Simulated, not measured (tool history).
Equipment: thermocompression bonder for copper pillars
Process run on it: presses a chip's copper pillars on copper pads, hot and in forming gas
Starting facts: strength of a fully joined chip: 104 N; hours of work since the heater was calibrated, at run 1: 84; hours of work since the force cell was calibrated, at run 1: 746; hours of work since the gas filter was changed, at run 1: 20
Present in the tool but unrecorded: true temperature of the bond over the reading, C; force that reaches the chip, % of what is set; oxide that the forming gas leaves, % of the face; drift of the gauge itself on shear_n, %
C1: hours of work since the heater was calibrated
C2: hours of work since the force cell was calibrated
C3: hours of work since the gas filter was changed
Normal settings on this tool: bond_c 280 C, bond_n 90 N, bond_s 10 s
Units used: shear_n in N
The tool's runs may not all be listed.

{"run": 1, "hour": 0.0, "bond_c": 280, "bond_n": 90, "bond_s": 10, "C1": 84, "C2": 746, "C3": 20, "shear_n": 65.7}
{"run": 2, "hour": 32.0, "bond_c": 280, "bond_n": 90, "bond_s": 10, "C1": 104, "C2": 766, "C3": 40, "shear_n": 65.3}
{"run": 3, "hour": 67.9, "bond_c": 280, "bond_n": 90, "bond_s": 10, "C1": 127, "C2": 788, "C3": 63, "shear_n": 64.8}
{"run": 4, "hour": 113.7, "bond_c": 280, "bond_n": 90, "bond_s": 10, "C1": 155, "C2": 817, "C3": 91, "shear_n": 65.3}
{"run": 5, "hour": 142.1, "bond_c": 280, "bond_n": 90, "bond_s": 10, "C1": 173, "C2": 835, "C3": 109, "shear_n": 64.6}
{"run": 6, "hour": 182.1, "bond_c": 253, "bond_n": 90, "bond_s": 10, "C1": 198, "C2": 860, "C3": 134, "shear_n": 47.3}
{"hour": 196.0, "done": "force cell calibrated"}
{"run": 7, "hour": 232.4, "bond_c": 253, "bond_n": 90, "bond_s": 10, "C1": 229, "C2": 23, "C3": 165, "shear_n": 45.2}
{"run": 8, "hour": 259.9, "bond_c": 253, "bond_n": 90, "bond_s": 10, "C1": 246, "C2": 40, "C3": 182, "shear_n": 44.8}
{"run": 9, "hour": 287.8, "bond_c": 259, "bond_n": 120, "bond_s": 8, "C1": 263, "C2": 58, "C3": 200, "shear_n": 54.1}

Run 10 has not been measured yet. What should we expect?
{"run": 10, "hour": 310.1, "bond_c": 259, "bond_n": 120, "bond_s": 8, "C1": 277, "C2": 72, "C3": 214, "shear_n": "?"}

Run 10 gave shear_n 54.6 N.
With the hidden condition absent and the run-to-run variation left alone, this run would have shown shear_n 57.8 N.

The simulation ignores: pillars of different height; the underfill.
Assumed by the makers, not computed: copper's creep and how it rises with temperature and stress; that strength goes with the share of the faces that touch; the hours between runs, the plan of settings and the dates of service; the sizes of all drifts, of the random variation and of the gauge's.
